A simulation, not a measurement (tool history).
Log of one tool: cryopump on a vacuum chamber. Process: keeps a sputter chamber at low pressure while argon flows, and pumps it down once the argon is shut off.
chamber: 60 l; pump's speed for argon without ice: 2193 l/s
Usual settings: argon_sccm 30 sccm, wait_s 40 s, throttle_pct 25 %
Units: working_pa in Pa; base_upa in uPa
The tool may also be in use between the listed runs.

| run | hour | argon_sccm | wait_s | throttle_pct | working_pa | base_upa |
|---|---|---|---|---|---|---|
| 1 | 0.0 | 30 | 40 | 25 | 0.0976 | 1.47 |
| 2 | 16.3 | 30 | 40 | 25 | 0.0970 | 1.46 |
| 3 | 34.6 | 30 | 40 | 25 | 0.0975 | 1.49 |
| 4 | 68.4 | 30 | 40 | 25 | 0.0971 | 1.62 |
| 5 | 90.6 | 47 | 40 | 25 | 0.1539 | 1.67 |
| 6 | 123.9 | 30 | 40 | 25 | 0.0982 | 1.65 |
| 7 | 139.9 | 30 | 40 | 25 | 0.0994 | 1.58 |
| 8 | 167.8 | 30 | 40 | 18 | 0.1345 | 1.72 |
| 9 | 197.3 | 30 | 40 | 25 | 0.0992 | 1.70 |
| 10 | 231.2 | 30 | 40 | 25 | 0.1012 | 1.73 |
| 11 | 261.4 | 30 | 257 | 25 | 0.1016 | 0.81 |
| 12 | 284.9 | 30 | 257 | 25 | 0.1009 | 0.86 |
| 13 | 320.8 | 22 | 40 | 25 | 0.0737 | 1.91 |
| 14 | 344.8 | 17 | 224 | 30 | 0.0488 | 0.96 |

Forecast run 15:
| 15 | 361.1 | 48 | 76 | 30 | ? | ? |

working_pa: 0.1395 Pa
base_upa: 1.39 uPa
Without the tool's hidden state the same run would have given working_pa 0.1236 Pa, base_upa 0.75 uPa.

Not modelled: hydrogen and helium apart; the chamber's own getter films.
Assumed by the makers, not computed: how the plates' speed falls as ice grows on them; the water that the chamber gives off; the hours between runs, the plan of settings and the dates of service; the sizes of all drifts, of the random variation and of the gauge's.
